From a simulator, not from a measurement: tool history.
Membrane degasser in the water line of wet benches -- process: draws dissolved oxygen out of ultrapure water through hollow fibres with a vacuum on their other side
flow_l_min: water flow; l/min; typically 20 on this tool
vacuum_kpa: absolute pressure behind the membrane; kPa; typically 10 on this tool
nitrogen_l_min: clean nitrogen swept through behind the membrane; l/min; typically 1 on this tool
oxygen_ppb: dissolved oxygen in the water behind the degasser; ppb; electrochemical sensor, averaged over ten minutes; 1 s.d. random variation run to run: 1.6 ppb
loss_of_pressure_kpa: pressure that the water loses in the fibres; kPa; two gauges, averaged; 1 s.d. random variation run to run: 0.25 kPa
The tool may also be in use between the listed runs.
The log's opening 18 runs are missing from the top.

run	day	flow_l_min	vacuum_kpa	nitrogen_l_min	hours since the membrane was changed	hours since the vacuum gauge was calibrated	hours since the vacuum lines were made tight	oxygen_ppb	loss_of_pressure_kpa
19	97.458	15	17.8	0.46	6631	376	466	909.8	53.63
20	105.662	12	8	0.57	6827	573	663	224.8	42.92
21	109.592	12	8	0.57	6922	667	757	224	42.87
22	114.462	12	8	0.57	7039	784	874	224.2	42.88
23	122.258	12	8	0.57	7226	971	1061	225	43.41
24	128.967	12	8	0.57	7387	1132	1222	225	42.89
25	134.538	12	8	2.6	7521	1266	1356	59.7	43.16
26	138.975	12	19.6	0.47	7627	1373	1462	839.8	43.02
27	145.483	20	14.6	1.6	7783	1529	1619	339.8	72.02
28	152.275	16	14.5	1.42	7946	1692	1782	302	57.57
29	159.008	24	6.6	0.84	8108	1853	1943	229.1	87.3
30	165.688	13	10.7	0.88	8268	2014	2104	259.5	47.24
31	169.05	20	10.7	1	8349	2094	2184	339.9	72.31
32	175.971	20	10.7	1	8515	2261	2350	342.3	72.45
33	183.304	18	23.1	1	8691	2437	2526	758.4	65.71

Each row is a separate what-if for the run after 33, all from the same tool condition, not one after another. Results?
A	189.042	20	17	1	8829	2574	2664	?	?
B	189.042	18	22.6	0.91	8829	2574	2664	?	?
C	189.042	29	10	0.56	8829	2574	2664	?	?

run	oxygen_ppb	loss_of_pressure_kpa
A	601.5	72.76
B	802	65.05
C	673.4	105.19
The same runs, with their run-to-run variation unchanged, on a tool lacking any hidden condition would have given:
run	oxygen_ppb	loss_of_pressure_kpa
A	591.7	68.72
B	791.7	61.42
C	660.6	99.33
